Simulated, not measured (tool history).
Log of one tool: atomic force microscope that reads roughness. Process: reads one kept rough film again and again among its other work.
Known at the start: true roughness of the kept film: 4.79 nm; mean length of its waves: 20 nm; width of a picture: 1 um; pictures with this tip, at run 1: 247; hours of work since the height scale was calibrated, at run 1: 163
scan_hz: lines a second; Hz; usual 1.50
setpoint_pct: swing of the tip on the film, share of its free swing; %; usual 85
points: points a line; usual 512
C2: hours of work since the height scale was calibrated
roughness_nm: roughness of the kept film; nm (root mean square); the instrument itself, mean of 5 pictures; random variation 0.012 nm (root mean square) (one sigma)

{"run": 1, "hour": 0.0, "scan_hz": 1.5, "setpoint_pct": 85, "points": 512, "pictures with this tip": 247, "C2": 163, "roughness_nm": 1.773}
{"hour": 1.3, "done": "new tip fitted"}
{"run": 2, "hour": 9.8, "scan_hz": 1.5, "setpoint_pct": 85, "points": 512, "pictures with this tip": 21, "C2": 170, "roughness_nm": 2.609}
{"run": 3, "hour": 19.6, "scan_hz": 1.5, "setpoint_pct": 85, "points": 512, "pictures with this tip": 45, "C2": 178, "roughness_nm": 2.481}
{"run": 4, "hour": 26.0, "scan_hz": 1.5, "setpoint_pct": 85, "points": 794, "pictures with this tip": 61, "C2": 183, "roughness_nm": 2.427}
{"run": 5, "hour": 40.1, "scan_hz": 1.5, "setpoint_pct": 85, "points": 516, "pictures with this tip": 96, "C2": 194, "roughness_nm": 2.29}
{"run": 6, "hour": 48.1, "scan_hz": 1.5, "setpoint_pct": 85, "points": 516, "pictures with this tip": 116, "C2": 200, "roughness_nm": 2.21}
{"run": 7, "hour": 62.3, "scan_hz": 1.5, "setpoint_pct": 62, "points": 516, "pictures with this tip": 151, "C2": 211, "roughness_nm": 2.324}
{"run": 8, "hour": 77.2, "scan_hz": 1.5, "setpoint_pct": 62, "points": 516, "pictures with this tip": 187, "C2": 223, "roughness_nm": 2.189}
{"run": 9, "hour": 86.9, "scan_hz": 1.5, "setpoint_pct": 62, "points": 631, "pictures with this tip": 211, "C2": 230, "roughness_nm": 2.126}
{"run": 10, "hour": 98.0, "scan_hz": 1.5, "setpoint_pct": 62, "points": 631, "pictures with this tip": 238, "C2": 239, "roughness_nm": 2.047}
{"hour": 102.3, "done": "new tip fitted"}
{"run": 11, "hour": 107.2, "scan_hz": 3.12, "setpoint_pct": 85, "points": 512, "pictures with this tip": 12, "C2": 245, "roughness_nm": 2.378}
{"run": 12, "hour": 113.9, "scan_hz": 3.12, "setpoint_pct": 85, "points": 512, "pictures with this tip": 28, "C2": 251, "roughness_nm": 2.305}
{"run": 13, "hour": 130.0, "scan_hz": 3.44, "setpoint_pct": 65, "points": 703, "pictures with this tip": 68, "C2": 263, "roughness_nm": 2.535}
{"run": 14, "hour": 141.4, "scan_hz": 1.35, "setpoint_pct": 65, "points": 908, "pictures with this tip": 96, "C2": 272, "roughness_nm": 2.563}
{"run": 15, "hour": 156.8, "scan_hz": 1.35, "setpoint_pct": 57, "points": 708, "pictures with this tip": 134, "C2": 284, "roughness_nm": 2.468}
{"hour": 159.0, "done": "height scale calibrated on a step standard"}
{"run": 16, "hour": 172.9, "scan_hz": 1.35, "setpoint_pct": 57, "points": 708, "pictures with this tip": 171, "C2": 11, "roughness_nm": 2.311}
{"run": 17, "hour": 184.4, "scan_hz": 1.5, "setpoint_pct": 85, "points": 512, "pictures with this tip": 199, "C2": 20, "roughness_nm": 1.981}
{"run": 18, "hour": 193.7, "scan_hz": 1.17, "setpoint_pct": 63, "points": 512, "pictures with this tip": 222, "C2": 27, "roughness_nm": 2.156}
{"hour": 204.9, "done": "new tip fitted"}
{"run": 19, "hour": 208.5, "scan_hz": 1.17, "setpoint_pct": 63, "points": 512, "pictures with this tip": 8, "C2": 38, "roughness_nm": 3.05}
{"run": 20, "hour": 219.8, "scan_hz": 1.17, "setpoint_pct": 63, "points": 512, "pictures with this tip": 36, "C2": 47, "roughness_nm": 2.899}
{"run": 21, "hour": 229.8, "scan_hz": 1.5, "setpoint_pct": 73, "points": 483, "pictures with this tip": 61, "C2": 55, "roughness_nm": 2.66}
{"run": 22, "hour": 240.1, "scan_hz": 1.5, "setpoint_pct": 73, "points": 483, "pictures with this tip": 86, "C2": 63, "roughness_nm": 2.529}
{"run": 23, "hour": 249.5, "scan_hz": 0.75, "setpoint_pct": 67, "points": 483, "pictures with this tip": 109, "C2": 70, "roughness_nm": 2.592}
{"hour": 251.7, "done": "height scale calibrated on a step standard, once more"}
{"run": 24, "hour": 266.3, "scan_hz": 1.5, "setpoint_pct": 74, "points": 440, "pictures with this tip": 148, "C2": 11, "roughness_nm": 2.255}

Forecast each of these 4 alternatives for the next run:
{"run": "A", "hour": 274.6, "scan_hz": 3.14, "setpoint_pct": 70, "points": 286, "pictures with this tip": 169, "C2": 18, "roughness_nm": "?"}
{"run": "B", "hour": 274.6, "scan_hz": 2.7, "setpoint_pct": 75, "points": 379, "pictures with this tip": 169, "C2": 18, "roughness_nm": "?"}
{"run": "C", "hour": 274.6, "scan_hz": 1.83, "setpoint_pct": 72, "points": 440, "pictures with this tip": 169, "C2": 18, "roughness_nm": "?"}
{"run": "D", "hour": 274.6, "scan_hz": 3.94, "setpoint_pct": 68, "points": 620, "pictures with this tip": 169, "C2": 18, "roughness_nm": "?"}

run=A roughness_nm=2.043
run=B roughness_nm=2.032
run=C roughness_nm=2.177
run=D roughness_nm=2.068
Without the tool's hidden state the same runs would have given:
run=A roughness_nm=2.742
run=B roughness_nm=2.731
run=C roughness_nm=2.925
run=D roughness_nm=2.777

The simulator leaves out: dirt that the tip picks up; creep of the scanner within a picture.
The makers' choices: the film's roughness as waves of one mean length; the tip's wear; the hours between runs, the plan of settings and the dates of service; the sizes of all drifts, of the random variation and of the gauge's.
